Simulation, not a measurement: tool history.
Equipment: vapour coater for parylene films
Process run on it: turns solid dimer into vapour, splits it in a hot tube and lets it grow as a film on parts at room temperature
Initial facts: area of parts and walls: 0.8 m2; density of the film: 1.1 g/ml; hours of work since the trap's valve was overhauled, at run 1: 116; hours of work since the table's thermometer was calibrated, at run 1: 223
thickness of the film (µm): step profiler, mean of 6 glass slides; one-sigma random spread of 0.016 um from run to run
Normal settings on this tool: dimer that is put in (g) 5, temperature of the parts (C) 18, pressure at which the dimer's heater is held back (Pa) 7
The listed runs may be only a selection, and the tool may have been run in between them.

| run | day | dimer that is put in (g) | temperature of the parts (C) | pressure at which the dimer's heater is held back (Pa) | hours of work since the trap's valve was overhauled | hours of work since the table's thermometer was calibrated | thickness of the film (µm) |
|---|---|---|---|---|---|---|---|
| 1 | 0 | 5 | 18 | 7 | 116 | 223 | 3.43 |
| 2 | 0.654 | 5 | 18 | 8.84 | 126 | 234 | 3.36 |
| 3 | 1.096 | 5 | 18 | 8.84 | 134 | 241 | 3.35 |
| 4 | 1.521 | 5 | 18 | 8.84 | 141 | 248 | 3.35 |
| 5 | 2.108 | 5 | 18 | 3.61 | 150 | 257 | 3.71 |
| 6 | 2.842 | 5 | 18 | 7 | 162 | 270 | 3.46 |
| 7 | 3.321 | 5 | 18 | 3.73 | 170 | 277 | 3.67 |
| 8 | 3.683 | 5 | 18 | 4.22 | 176 | 283 | 3.64 |
| 9 | 4.438 | 5 | 18 | 4.22 | 189 | 296 | 3.65 |
| 10 | 4.996 | 4 | 18 | 7 | 198 | 305 | 2.78 |
| 11 | 5.617 | 4 | 18 | 7 | 208 | 315 | 2.8 |
| 12 | 5.996 | 4 | 18 | 7 | 214 | 321 | 2.78 |
| 13 | 6.375 | 4 | 18 | 7 | 220 | 328 | 2.81 |
| 14 | 6.958 | 3 | 16 | 3.43 | 230 | 337 | 2.46 |
| 15 | 7.304 | 5 | 27 | 4.95 | 236 | 343 | 2.46 |
| 16 | 7.7 | 6 | 11 | 7 | 242 | 349 | 5.72 |
|  | 7.792 | gauge calibrated |
| 17 | 8.171 | 6 | 11 | 7 | 250 | 357 | 5.6 |
| 18 | 8.792 | 7 | 18 | 7 | 260 | 367 | 4.79 |
| 19 | 9.388 | 7 | 14 | 4.14 | 270 | 377 | 6.01 |
| 20 | 9.842 | 7 | 14 | 4.14 | 277 | 385 | 6.04 |
| 21 | 10.196 | 3 | 14 | 3.62 | 283 | 390 | 2.63 |

Alternative continuations, all from the tool just after run 21; predict every row:
| A | 10.608 | 3 | 15 | 3.62 | 290 | 397 | ? |
| B | 10.608 | 5 | 20 | 7 | 290 | 397 | ? |
| C | 10.608 | 5 | 18 | 7 | 290 | 397 | ? |

| run | thickness of the film (µm) |
|---|---|
| A | 2.52 |
| B | 3.19 |
| C | 3.45 |
Without the tool's hidden state the same runs would have given:
| run | thickness of the film (µm) |
|---|---|
| A | 2.5 |
| B | 3.17 |
| C | 3.42 |

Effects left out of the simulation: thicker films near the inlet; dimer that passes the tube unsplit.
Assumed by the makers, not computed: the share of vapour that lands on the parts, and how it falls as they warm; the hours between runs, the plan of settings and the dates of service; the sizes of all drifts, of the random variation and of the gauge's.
